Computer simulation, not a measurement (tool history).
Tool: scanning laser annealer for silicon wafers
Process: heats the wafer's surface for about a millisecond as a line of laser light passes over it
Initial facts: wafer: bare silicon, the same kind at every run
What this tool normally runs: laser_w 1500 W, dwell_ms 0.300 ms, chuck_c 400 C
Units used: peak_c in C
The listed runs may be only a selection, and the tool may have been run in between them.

run     day  laser_w  dwell_ms  chuck_c  peak_c
  1   0.000     1500     0.300      400    1103
  2   1.662     1500     0.300      400    1100
  3   3.833     1500     0.300      400    1099
  4   6.083     1500     0.349      400    1158
  5   9.142     1500     0.349      400    1153
  6  12.050     1500     0.300      400    1090
  7  14.246     1500     0.300      400    1087
  8  16.617     1500     0.300      423    1109
  9  19.608     1500     0.300      382    1068
 10  22.142     1500     0.300      382    1066
 11  23.904     1500     0.300      382    1067
 12  26.438     1500     0.300      382    1064
 13  29.571     1371     0.303      361     978
 14  32.112     1466     0.300      414    1075
 15  34.367     1276     0.234      438     936
 16  36.667     1276     0.234      438     934
     37.062  -- window over the wafer cleaned
 17  40.275     1500     0.266      382     999
 18  42.883     1303     0.244      364     867
 19  44.700     1303     0.244      364     864
 20  46.488     1405     0.265      400     968
     47.117  -- window over the wafer cleaned, once more
 21  49.917     1564     0.221      428    1049
 22  51.675     1564     0.221      428    1047
 23  53.804     1627     0.300      367    1122
     56.117  -- optics aligned, line set to its width
 24  56.688     1627     0.300      367    1131

Each run again, without the hidden state but with its own random variation kept:
Hidden state present: light that passes the window, % of a clean one's; laser's true power over the reading, %; width of the line over the set one, %; drift of the gauge itself on peak_c, C.
run  peak_c
  1    1107
  2    1106
  3    1107
  4    1168
  5    1167
  6    1105
  7    1103
  8    1127
  9    1088
 10    1088
 11    1091
 12    1090
 13    1004
 14    1104
 15     960
 16     959
 17    1046
 18     908
 19     906
 20    1017
 21    1059
 22    1058
 23    1137
 24    1139
